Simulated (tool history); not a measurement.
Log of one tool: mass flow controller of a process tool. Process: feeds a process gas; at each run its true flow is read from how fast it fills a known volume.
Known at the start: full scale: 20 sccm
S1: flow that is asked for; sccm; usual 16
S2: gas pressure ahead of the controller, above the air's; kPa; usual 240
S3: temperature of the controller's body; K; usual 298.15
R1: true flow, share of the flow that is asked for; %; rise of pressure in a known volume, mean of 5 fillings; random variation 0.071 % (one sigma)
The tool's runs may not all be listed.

| run | day | S1 | S2 | S3 | R1 |
|---|---|---|---|---|---|
| 1 | 0.000 | 16 | 240 | 298.15 | 100.57 |
| 2 | 6.217 | 16 | 240 | 298.15 | 100.72 |
| 3 | 14.421 | 16 | 240 | 298.15 | 100.76 |
| 4 | 20.879 | 16 | 240 | 298.15 | 100.57 |
|  | 22.679 | controller exchanged for a calibrated one |
| 5 | 28.112 | 16 | 257 | 298.15 | 100.42 |
| 6 | 33.504 | 5 | 240 | 298.15 | 99.77 |
| 7 | 38.038 | 8 | 240 | 298.15 | 99.92 |
| 8 | 43.283 | 8 | 240 | 298.15 | 99.90 |
| 9 | 52.650 | 8 | 240 | 298.15 | 99.91 |
| 10 | 57.908 | 8 | 240 | 298.15 | 99.94 |
| 11 | 62.258 | 8 | 240 | 298.15 | 99.81 |
| 12 | 67.783 | 16 | 240 | 298.15 | 100.28 |
| 13 | 73.496 | 16 | 223 | 298.15 | 100.13 |
| 14 | 79.604 | 19 | 240 | 298.15 | 100.44 |
| 15 | 85.642 | 16 | 240 | 302.15 | 100.47 |
| 16 | 89.892 | 16 | 240 | 302.15 | 100.51 |
| 17 | 97.792 | 16 | 240 | 302.15 | 100.46 |
| 18 | 104.592 | 16 | 218 | 298.15 | 100.20 |
| 19 | 110.817 | 16 | 218 | 298.15 | 100.26 |
| 20 | 115.712 | 4 | 240 | 298.15 | 98.60 |
| 21 | 122.129 | 16 | 240 | 294.15 | 100.03 |
| 22 | 130.821 | 16 | 240 | 294.15 | 100.28 |
| 23 | 138.629 | 16 | 240 | 298.15 | 100.32 |
| 24 | 146.838 | 16 | 240 | 298.15 | 100.49 |
|  | 147.496 | controller's zero set anew |
| 25 | 155.517 | 12 | 189 | 311.15 | 100.21 |
| 26 | 163.346 | 12 | 197 | 295.15 | 99.47 |
| 27 | 171.988 | 5 | 242 | 306.15 | 98.56 |
|  | 172.538 | controller's zero set anew, once more |
| 28 | 178.879 | 5 | 242 | 306.15 | 101.28 |
| 29 | 183.883 | 8 | 194 | 298.15 | 100.56 |
| 30 | 187.862 | 11 | 276 | 308.15 | 101.94 |
| 31 | 194.871 | 16 | 199 | 302.15 | 101.12 |
| 32 | 199.154 | 3 | 199 | 302.15 | 100.01 |
| 33 | 205.267 | 2 | 199 | 302.15 | 99.60 |
| 34 | 213.196 | 3 | 167 | 302.15 | 99.62 |
| 35 | 219.192 | 3 | 167 | 302.15 | 99.70 |
| 36 | 223.079 | 3 | 167 | 302.15 | 99.41 |
| 37 | 226.858 | 3 | 156 | 310.15 | 99.79 |
| 38 | 235.300 | 2 | 156 | 302.15 | 98.36 |
| 39 | 242.738 | 2 | 156 | 302.15 | 97.96 |
| 40 | 247.975 | 7 | 202 | 298.15 | 100.33 |
| 41 | 256.942 | 3 | 277 | 294.15 | 99.08 |
| 42 | 262.367 | 3 | 277 | 294.15 | 99.15 |
| 43 | 270.525 | 8 | 150 | 295.15 | 99.76 |
| 44 | 279.112 | 3 | 228 | 305.15 | 99.11 |
| 45 | 283.421 | 3 | 228 | 305.15 | 98.94 |
| 46 | 290.879 | 3 | 228 | 305.15 | 98.65 |

Run 47 comes next. What will it give?
| 47 | 299.742 | 11 | 240 | 298.15 | ? |

{"run 47": {"R1": 101.06}}
Without the tool's hidden state the same run would have given R1 100.18 %.
